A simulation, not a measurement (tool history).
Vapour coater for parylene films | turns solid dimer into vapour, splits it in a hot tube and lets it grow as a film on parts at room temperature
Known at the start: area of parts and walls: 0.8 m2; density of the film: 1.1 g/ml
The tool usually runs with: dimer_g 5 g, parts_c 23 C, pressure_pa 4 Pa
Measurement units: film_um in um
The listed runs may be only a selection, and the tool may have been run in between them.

{"run": 1, "hour": 0.0, "dimer_g": 5, "parts_c": 23, "pressure_pa": 4, "film_um": 3.74}
{"hour": 10.2, "done": "trap's valve overhauled"}
{"run": 2, "hour": 37.2, "dimer_g": 3, "parts_c": 23, "pressure_pa": 4, "film_um": 2.38}
{"run": 3, "hour": 93.3, "dimer_g": 3, "parts_c": 23, "pressure_pa": 4, "film_um": 2.32}
{"run": 4, "hour": 138.8, "dimer_g": 5, "parts_c": 23, "pressure_pa": 4, "film_um": 3.81}
{"run": 5, "hour": 199.6, "dimer_g": 5, "parts_c": 34, "pressure_pa": 4, "film_um": 2.75}
{"run": 6, "hour": 243.2, "dimer_g": 5, "parts_c": 23, "pressure_pa": 7.3, "film_um": 3.45}
{"run": 7, "hour": 307.2, "dimer_g": 5, "parts_c": 23, "pressure_pa": 7.3, "film_um": 3.39}
{"run": 8, "hour": 352.9, "dimer_g": 5, "parts_c": 23, "pressure_pa": 7.3, "film_um": 3.29}
{"run": 9, "hour": 387.2, "dimer_g": 5, "parts_c": 23, "pressure_pa": 4, "film_um": 3.74}
{"hour": 395.6, "done": "trap's valve overhauled"}
{"run": 10, "hour": 436.6, "dimer_g": 2, "parts_c": 23, "pressure_pa": 3.05, "film_um": 1.66}

The next listed run, before its measurement:
{"run": 11, "hour": 500.7, "dimer_g": 3, "parts_c": 23, "pressure_pa": 10.66, "film_um": "?"}

{"run 11": {"film_um": 1.87}}
Had the tool carried no hidden state, the very same run would have given film_um 1.97 um.

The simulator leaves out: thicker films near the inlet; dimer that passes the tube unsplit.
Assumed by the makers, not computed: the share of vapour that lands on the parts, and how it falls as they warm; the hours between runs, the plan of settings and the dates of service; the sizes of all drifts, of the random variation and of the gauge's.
